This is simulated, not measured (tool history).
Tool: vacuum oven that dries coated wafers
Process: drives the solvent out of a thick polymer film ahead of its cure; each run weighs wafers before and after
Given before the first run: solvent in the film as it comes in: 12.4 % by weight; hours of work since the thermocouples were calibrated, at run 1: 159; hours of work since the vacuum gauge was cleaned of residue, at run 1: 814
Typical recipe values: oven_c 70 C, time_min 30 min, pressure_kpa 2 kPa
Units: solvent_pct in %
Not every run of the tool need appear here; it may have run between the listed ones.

run	day	oven_c	time_min	pressure_kpa	hours of work since the thermocouples were calibrated	hours of work since the vacuum gauge was cleaned of residue	solvent_pct
1	0	70	30	2	159	814	1.18
2	1.996	70	30	2	189	843	1.2
3	5.029	59	30	2	234	888	2.63
4	7.517	59	30	2	271	925	2.63
5	10.975	70	30	2	322	977	1.18
6	14.021	55	30	2	367	1022	3.34
7	16.371	70	30	2	402	1056	1.16
8	19.429	70	30	2	447	1102	1.16
9	22.867	70	30	2	498	1153	1.15
10	26.242	70	30	2	548	1203	1.15
# day 27.338: vacuum gauge cleaned of residue and calibrated
11	29.158	70	30	2	591	27	1.04
12	32.429	70	30	2	639	76	1.07
13	33.921	70	30	2	661	98	1.05
14	37.033	70	30	2	707	144	1.06
# day 37.267: oven's thermocouples calibrated
15	40.167	70	29	2	43	189	0.96
16	42.896	70	29	2	83	229	1
# day 44.758: oven's thermocouples calibrated, once more
17	45.617	58	30	2	13	269	2.85
18	48.2	63	30	2	51	307	2
19	51.046	66	30	2	93	349	1.62
20	54.346	70	35	2	142	398	0.96
21	57.738	70	35	2	192	448	0.95
22	60.75	70	35	2	237	493	0.95
23	62.733	70	35	2	267	522	0.95
24	64.321	70	18	2	290	546	2.33
25	65.838	70	18	2	313	568	2.32
26	68.454	77	17	4.02	351	607	1.93
27	70.283	77	17	4.02	378	634	1.92
28	72.758	77	17	4.02	415	671	1.9
29	74.175	75	26	1.91	436	692	0.92
30	77.142	73	37	1.12	480	736	0.46
31	80.008	66	41	4.13	523	778	1.75
32	81.671	74	23	2.77	547	803	1.36
33	84.138	74	30	2	584	840	0.82
34	86.108	59	45	2.64	613	869	1.91
35	87.675	73	30	4.59	636	892	1.51
36	90.804	73	30	4.59	683	939	1.49
37	93.179	58	23	1.3	718	974	3.18
38	95.942	58	23	1.3	759	1015	3.16
39	98.95	69	36	1.3	803	1059	0.74
40	101.421	69	36	1.3	840	1096	0.75
41	103.804	65	21	2	875	1131	2.48
42	106.012	67	39	3.79	908	1164	1.54
43	108.204	56	38	4.9	941	1197	3.6
# day 109.896: vacuum gauge cleaned of residue and calibrated
44	110.329	75	46	1.72	971	6	0.41

Forecast run 45:
45	112.558	83	19	1.25	1004	39	?

{"run 45": {"solvent_pct": 0.55}}
If the tool had no hidden condition, the same run with the same run-to-run variation would have returned solvent_pct 0.69 %.
